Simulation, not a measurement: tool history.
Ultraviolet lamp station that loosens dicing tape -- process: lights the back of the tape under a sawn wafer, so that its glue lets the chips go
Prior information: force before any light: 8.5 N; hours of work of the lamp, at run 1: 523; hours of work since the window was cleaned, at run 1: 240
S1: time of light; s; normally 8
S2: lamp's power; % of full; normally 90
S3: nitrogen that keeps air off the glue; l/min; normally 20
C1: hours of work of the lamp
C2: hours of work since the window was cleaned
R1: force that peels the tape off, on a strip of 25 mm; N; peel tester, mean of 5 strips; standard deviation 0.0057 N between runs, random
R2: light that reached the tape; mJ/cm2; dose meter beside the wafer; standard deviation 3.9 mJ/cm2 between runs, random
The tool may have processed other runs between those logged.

run	hour	S1	S2	S3	C1	C2	R1	R2
1	0.0	8	90	20	523	240	0.127	668
2	58.7	8	90	20	550	267	0.138	677
3	114.2	13	90	20	575	292	0.051	1096
4	163.0	13	90	20	597	314	0.055	1082
5	223.2	13	90	20	624	341	0.056	1097
6	287.2	6	90	20	652	370	0.298	503
7	314.2	6	90	20	665	382	0.300	503
8	370.8	6	90	20	690	407	0.321	502
9	420.7	6	90	20	712	430	0.304	510
10	458.5	8	90	20	729	446	0.126	670
11	493.8	8	97	20	745	462	0.099	728
12	525.9	8	77	9	760	477	0.562	579
13	585.1	8	77	9	786	503	0.573	576
14	627.4	8	77	9	805	522	0.558	584
15	691.1	8	77	9	834	551	0.542	578
16	734.6	8	77	9	853	571	0.590	588
# hour 743.6: window cleaned of glue's vapour
17	776.4	8	77	9	872	15	0.577	578
18	809.9	8	77	17	887	30	0.251	581
19	858.1	8	89	17	909	51	0.167	676
20	911.5	8	89	17	933	75	0.161	675

Forecast each of these 3 alternatives for the next run:
A	952.2	8	69	11	951	94	?	?
B	952.2	13	88	21	951	94	?	?
C	952.2	6	83	38	951	94	?	?

run	R1	R2
A	0.585	521
B	0.054	1085
C	0.195	472
Without the tool's hidden state the same runs would have given:
run	R1	R2
A	0.583	513
B	0.054	1069
C	0.194	465
